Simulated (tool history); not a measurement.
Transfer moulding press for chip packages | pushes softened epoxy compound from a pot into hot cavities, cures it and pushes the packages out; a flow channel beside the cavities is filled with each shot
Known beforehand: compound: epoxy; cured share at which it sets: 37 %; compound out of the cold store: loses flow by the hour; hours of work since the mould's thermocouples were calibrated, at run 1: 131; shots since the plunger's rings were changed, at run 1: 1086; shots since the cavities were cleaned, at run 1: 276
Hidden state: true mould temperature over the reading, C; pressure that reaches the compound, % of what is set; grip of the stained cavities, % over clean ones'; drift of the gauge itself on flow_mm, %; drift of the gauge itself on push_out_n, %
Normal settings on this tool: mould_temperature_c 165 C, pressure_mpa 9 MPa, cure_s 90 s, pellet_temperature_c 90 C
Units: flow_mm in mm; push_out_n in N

run	hour	mould_temperature_c	pressure_mpa	cure_s	pellet_temperature_c	hours of work since the mould's thermocouples were calibrated	shots since the plunger's rings were changed	shots since the cavities were cleaned	incoming compound's hours out of the cold store	flow_mm	push_out_n
1	0.0	165	9	90	90	131	1086	276	9.7	664	584
# hour 21.8: cavities cleaned with cleaning compound and waxed
2	48.5	165	9	90	90	158	1611	299	22.3	645	731
# hour 69.5: cavities cleaned with cleaning compound and waxed
3	109.7	165	9	90	90	193	2278	449	22.0	629	610
# hour 114.9: cavities cleaned with cleaning compound and waxed
# hour 165.1: cavities cleaned with cleaning compound and waxed
4	172.8	167	9	90	90	228	2949	85	43.4	583	405
# hour 210.5: cavities cleaned with cleaning compound and waxed
5	228.4	167	9	90	90	259	3554	199	27.4	605	454
# hour 255.1: cavities cleaned with cleaning compound and waxed
# hour 298.2: cavities cleaned with cleaning compound and waxed
6	311.9	167	9	90	90	306	4454	153	13.2	620	450
# hour 346.6: cavities cleaned with cleaning compound and waxed
# hour 361.2: cavities cleaned with cleaning compound and waxed, once more
7	366.8	167	9	90	90	336	5034	63	16.1	611	413
# hour 386.3: plunger's sealing rings changed
# hour 408.9: cavities cleaned with cleaning compound and waxed
8	445.6	167	9	90	90	379	646	410	38.9	620	508
# hour 454.4: cavities cleaned with cleaning compound and waxed
# hour 499.6: cavities cleaned with cleaning compound and waxed
9	525.6	165	9	90	97	424	1506	290	15.5	654	531
# hour 543.5: cavities cleaned with cleaning compound and waxed
10	576.2	165	9	90	97	452	2056	366	20.8	640	535
# hour 590.6: cavities cleaned with cleaning compound and waxed
# hour 637.4: cavities cleaned with cleaning compound and waxed
11	653.1	165	9	90	90	495	2882	175	36.4	598	479
# hour 684.4: cavities cleaned with cleaning compound and waxed
# hour 729.3: cavities cleaned with cleaning compound and waxed
12	730.3	165	9	90	90	538	3711	11	39.0	583	411

Run 13 has not been measured yet. What should we expect?
13	766.0	165	9	90	90	559	4110	410	8.6	?	?

Logged for run 13: flow_mm 643 mm, push_out_n 607 N.
Minus the tool's unlogged condition, the same run would have read flow_mm 693 mm, push_out_n 474 N.
